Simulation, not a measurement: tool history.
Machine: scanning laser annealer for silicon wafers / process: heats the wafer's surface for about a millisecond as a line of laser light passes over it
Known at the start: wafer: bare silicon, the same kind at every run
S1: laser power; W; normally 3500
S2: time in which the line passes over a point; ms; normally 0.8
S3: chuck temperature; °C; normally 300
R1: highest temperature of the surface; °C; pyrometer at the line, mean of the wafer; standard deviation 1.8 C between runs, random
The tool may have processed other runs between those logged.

run,hour,S1,S2,S3,R1
1,0,3500,0.8,300,1003
2,12.3,3500,0.8,300,1000
# hour 17.5: window over the wafer cleaned
3,26.5,3500,0.8,300,1028
4,38.8,3500,0.8,300,1027
5,59.3,3500,0.587,300,932
6,79.9,3500,0.863,300,1048
7,97.1,3500,0.8,300,1023
8,112.8,3500,0.8,300,1024
9,126.7,3500,0.8,300,1022
10,141.1,3500,0.8,300,1024
11,162.6,3500,0.8,300,1021
12,183.1,3500,0.8,332,1054
13,193.8,3131,0.8,300,953
14,206.2,3500,0.773,300,1011
15,220.6,3500,0.773,300,1011
16,233.8,3500,0.773,300,1008
17,245.8,3500,0.789,300,1014
18,260.8,3500,0.8,300,1021
# hour 265.6: laser's power meter calibrated
19,284.6,3500,0.8,300,1017
20,307.2,3500,0.874,300,1045
21,329.6,3500,0.874,305,1050
22,342.4,3798,0.877,303,1107
23,356.1,3069,0.756,324,944
24,367.8,3069,0.887,296,958
25,378.9,3081,0.893,263,927
# hour 392.4: laser's power meter calibrated, once more
26,400.9,3081,0.893,263,929
27,412.4,3034,0.893,263,920
28,432.6,3034,0.587,263,808
29,448.7,3542,0.578,263,890
30,466,3542,0.975,263,1051
31,481.3,3620,0.91,325,1100
32,494.2,3655,0.622,300,966
33,506,3655,0.622,300,965
34,518.4,3655,0.622,300,962
35,536.2,3623,0.951,279,1073
36,545.4,3623,0.951,279,1073
37,555.4,3623,0.951,279,1068
38,571.3,3623,0.951,279,1068
39,589.6,3065,0.939,283,956
40,606.9,3345,0.618,289,896

What if the next run were any one of these 4? Each begins from the tool's condition after run 40:
A,622.1,3345,0.896,289,?
B,622.1,3706,0.829,328,?
C,622.1,3345,0.669,311,?
D,622.1,3440,0.8,305,?

run,R1
A,997
B,1085
C,938
D,1003
Had the tool no hidden state, the same runs would have come out as:
run,R1
A,1031
B,1121
C,968
D,1036
